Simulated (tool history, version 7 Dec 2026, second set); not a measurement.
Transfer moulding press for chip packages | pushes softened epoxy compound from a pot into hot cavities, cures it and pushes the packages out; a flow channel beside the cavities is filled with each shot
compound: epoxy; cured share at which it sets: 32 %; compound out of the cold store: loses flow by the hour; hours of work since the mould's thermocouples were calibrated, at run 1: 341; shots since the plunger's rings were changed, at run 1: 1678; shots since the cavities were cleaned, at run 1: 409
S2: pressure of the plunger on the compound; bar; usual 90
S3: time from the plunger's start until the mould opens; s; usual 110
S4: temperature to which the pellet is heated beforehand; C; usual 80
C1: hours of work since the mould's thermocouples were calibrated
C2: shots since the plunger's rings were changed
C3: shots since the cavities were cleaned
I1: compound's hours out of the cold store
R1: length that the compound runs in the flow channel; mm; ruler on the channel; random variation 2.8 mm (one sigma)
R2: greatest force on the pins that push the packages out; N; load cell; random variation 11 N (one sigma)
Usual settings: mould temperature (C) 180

{"run": 1, "hour": 0.0, "mould temperature (C)": 180, "S2": 90, "S3": 110, "S4": 80, "C1": 341, "C2": 1678, "C3": 409, "I1": 44.5, "R1": 830, "R2": 700}
{"run": 2, "hour": 7.7, "mould temperature (C)": 180, "S2": 90, "S3": 110, "S4": 80, "C1": 347, "C2": 1774, "C3": 505, "I1": 38.7, "R1": 859, "R2": 764}
{"run": 3, "hour": 22.2, "mould temperature (C)": 180, "S2": 90, "S3": 149, "S4": 80, "C1": 358, "C2": 1957, "C3": 688, "I1": 11, "R1": 1012, "R2": 756}
{"run": 4, "hour": 30.5, "mould temperature (C)": 180, "S2": 90, "S3": 111, "S4": 80, "C1": 364, "C2": 2061, "C3": 792, "I1": 31.8, "R1": 890, "R2": 848}
{"run": 5, "hour": 47.1, "mould temperature (C)": 180, "S2": 90, "S3": 111, "S4": 80, "C1": 377, "C2": 2271, "C3": 1002, "I1": 13, "R1": 995, "R2": 935}
{"hour": 60.0, "done": "cavities cleaned with cleaning compound and waxed"}
{"run": 6, "hour": 64.4, "mould temperature (C)": 180, "S2": 90, "S3": 110, "S4": 80, "C1": 389, "C2": 2468, "C3": 55, "I1": 27.4, "R1": 913, "R2": 522}
{"run": 7, "hour": 78.8, "mould temperature (C)": 180, "S2": 90, "S3": 110, "S4": 80, "C1": 400, "C2": 2650, "C3": 237, "I1": 23, "R1": 930, "R2": 677}
{"run": 8, "hour": 96.0, "mould temperature (C)": 180, "S2": 90, "S3": 110, "S4": 80, "C1": 413, "C2": 2866, "C3": 453, "I1": 35.5, "R1": 864, "R2": 766}
{"run": 9, "hour": 111.1, "mould temperature (C)": 180, "S2": 91.4, "S3": 110, "S4": 80, "C1": 425, "C2": 3056, "C3": 643, "I1": 16, "R1": 978, "R2": 871}
{"run": 10, "hour": 125.4, "mould temperature (C)": 175, "S2": 80.7, "S3": 103, "S4": 75, "C1": 436, "C2": 3236, "C3": 823, "I1": 23.5, "R1": 899, "R2": 1331}
{"run": 11, "hour": 143.3, "mould temperature (C)": 178, "S2": 89.4, "S3": 143, "S4": 75, "C1": 450, "C2": 3462, "C3": 1049, "I1": 17, "R1": 970, "R2": 868}
{"hour": 153.5, "done": "cavities cleaned with cleaning compound and waxed"}
{"run": 12, "hour": 155.0, "mould temperature (C)": 178, "S2": 91.4, "S3": 143, "S4": 78, "C1": 458, "C2": 3590, "C3": 20, "I1": 10.4, "R1": 1026, "R2": 484}
{"run": 13, "hour": 163.4, "mould temperature (C)": 175, "S2": 82, "S3": 128, "S4": 74, "C1": 464, "C2": 3695, "C3": 125, "I1": 10.4, "R1": 979, "R2": 627}
{"run": 14, "hour": 181.5, "mould temperature (C)": 175, "S2": 88.2, "S3": 141, "S4": 74, "C1": 478, "C2": 3923, "C3": 353, "I1": 23.9, "R1": 936, "R2": 654}

Forecast run 15:
{"run": 15, "hour": 194.9, "mould temperature (C)": 175, "S2": 88.2, "S3": 141, "S4": 74, "C1": 488, "C2": 4091, "C3": 521, "I1": 36.1, "R1": "?", "R2": "?"}

R1: 870 mm
R2: 745 N
Without the tool's hidden state the same run would have given R1 896 mm, R2 462 N.
